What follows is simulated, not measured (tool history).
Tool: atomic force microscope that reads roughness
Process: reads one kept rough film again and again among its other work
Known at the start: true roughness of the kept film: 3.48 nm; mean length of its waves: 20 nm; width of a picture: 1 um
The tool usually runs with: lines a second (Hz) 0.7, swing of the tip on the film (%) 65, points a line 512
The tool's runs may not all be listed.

run	hour	lines a second (Hz)	swing of the tip on the film (%)	points a line	roughness of the kept film (nm (root mean square))
1	0	0.7	65	512	2.835
2	8.9	0.7	65	512	2.849
3	15.7	0.7	63	512	2.865
4	22.2	0.594	65	512	2.857
5	27.2	0.594	65	512	2.873
6	35.4	0.7	56	512	2.879
7	41	2.859	65	512	2.608
8	45.4	2.859	65	512	2.605
9	50.6	2.859	65	512	2.607
10	58.9	2.859	65	512	2.589
11	67.7	2.859	65	512	2.58
12	77.6	2.859	65	512	2.617
13	87.1	0.7	65	512	2.859
14	94.8	0.7	65	512	2.849
15	103.3	0.7	65	512	2.862
16	108.4	0.7	65	512	2.831
17	114.9	0.7	65	512	2.861
18	123.7	0.7	65	512	2.845
19	128.2	0.7	65	512	2.827
20	136.7	0.7	65	512	2.86
21	145.2	0.7	65	512	2.834
22	151.3	0.7	65	512	2.852
23	161	0.7	83	512	2.707
24	169.8	1.694	65	512	2.746
25	179.7	0.7	65	600	2.834
26	187.7	0.7	65	600	2.846
27	192.1	0.7	65	512	2.858
28	200.6	0.642	85	442	2.699
29	210.1	0.642	85	442	2.709
30	215.1	0.642	85	442	2.698
31	219.5	0.642	85	731	2.698
32	224.3	0.642	85	731	2.699
33	228.5	0.577	85	986	2.741
34	238.4	1.071	70	437	2.749
35	243.5	0.912	86	512	2.62
36	252.4	1.148	86	512	2.543
37	262.4	2.469	61	512	2.708
38	270.4	3.719	86	706	1.957
39	277.3	1.461	65	339	2.725
40	281.9	2.383	65	817	2.676
41	291.7	0.593	79	277	2.698
42	297.5	0.593	79	277	2.719
43	302.2	0.583	57	1006	2.91
44	312.1	0.7	73	512	2.802
45	320.3	0.908	65	512	2.827
46	330.7	0.7	61	302	2.816
47	339.1	1.715	89	302	2.29
48	348.9	1.715	89	302	2.298
49	358.1	1.117	65	772	2.824
50	366.3	1.367	65	543	2.758
51	371	0.64	70	977	2.853
52	378.5	1.293	65	512	2.802
53	384.9	1.293	64	446	2.779

Not shown: 4 entries that the log had between the listed runs. Between which runs, and how does the tool's hidden state differ before and after?
From run 10 to run 11: new tip fitted (hour 62.3)
  radius of the tip, nm: 5.1 -> 5
  what was measured, less what the result would be without the hidden state, roughness of the kept film (nm (root mean square)): -0.012 -> -0.002
From run 21 to run 22: new tip fitted (hour 149.6)
  radius of the tip, nm: 5.2 -> 5
  what was measured, less what the result would be without the hidden state, roughness of the kept film (nm (root mean square)): -0.014 -> -0.001
From run 33 to run 34: new tip fitted (hour 237.5)
  radius of the tip, nm: 5.2 -> 5
  what was measured, less what the result would be without the hidden state, roughness of the kept film (nm (root mean square)): -0.012 -> -0.001
From run 45 to run 46: new tip fitted (hour 324.5)
  radius of the tip, nm: 5.2 -> 5
  what was measured, less what the result would be without the hidden state, roughness of the kept film (nm (root mean square)): -0.013 -> -0.002
